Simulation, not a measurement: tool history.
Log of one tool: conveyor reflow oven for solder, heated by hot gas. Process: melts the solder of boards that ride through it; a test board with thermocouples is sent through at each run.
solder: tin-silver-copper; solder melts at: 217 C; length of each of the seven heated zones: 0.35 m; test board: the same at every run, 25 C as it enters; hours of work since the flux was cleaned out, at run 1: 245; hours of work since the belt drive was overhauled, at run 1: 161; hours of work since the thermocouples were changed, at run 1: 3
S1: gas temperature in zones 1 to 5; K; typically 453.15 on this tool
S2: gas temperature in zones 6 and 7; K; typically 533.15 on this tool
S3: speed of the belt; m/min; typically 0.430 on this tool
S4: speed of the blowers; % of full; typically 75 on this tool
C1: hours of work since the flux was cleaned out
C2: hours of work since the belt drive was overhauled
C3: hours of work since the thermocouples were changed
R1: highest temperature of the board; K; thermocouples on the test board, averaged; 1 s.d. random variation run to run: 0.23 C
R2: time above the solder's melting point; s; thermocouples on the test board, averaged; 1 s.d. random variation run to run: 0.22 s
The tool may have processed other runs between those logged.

run    day      S1      S2     S3  S4   C1   C2  C3      R1    R2
  1  0.000  453.15  533.15  0.430  75  245  161   3  520.05  71.3
  2  0.917  453.15  533.15  0.430  75  256  172  14  519.75  71.0
  3  1.867  453.15  533.15  0.430  75  267  183  26  519.85  71.3
  4  2.733  453.15  533.15  0.430  75  278  194  36  519.55  71.1
     3.021  -- flux residue cleaned out of gas plates and filters
  5  3.404  453.15  533.15  0.430  75    5  199  42  519.15  70.1
  6  3.912  453.15  533.15  0.430  75   11  205  48  518.95  70.2
  7  4.496  453.15  539.15  0.430  75   18  212  55  523.75  75.0
  8  5.029  453.15  539.15  0.430  75   24  219  61  523.85  75.0
  9  5.904  453.15  524.15  0.430  75   35  229  72  511.25  60.8
 10  6.350  462.15  524.15  0.430  75   40  235  77  512.65  68.6
 11  7.317  453.15  533.15  0.423  64   52  247  89  517.35  69.1

What will run 12 give?
 12  7.754  453.15  533.15  0.423  64  57  252  94   ?   ?

R1: 517.75 K
R2: 69.1 s
Minus the tool's unlogged condition, the same run would have read R1 519.85 K, R2 71.7 s.
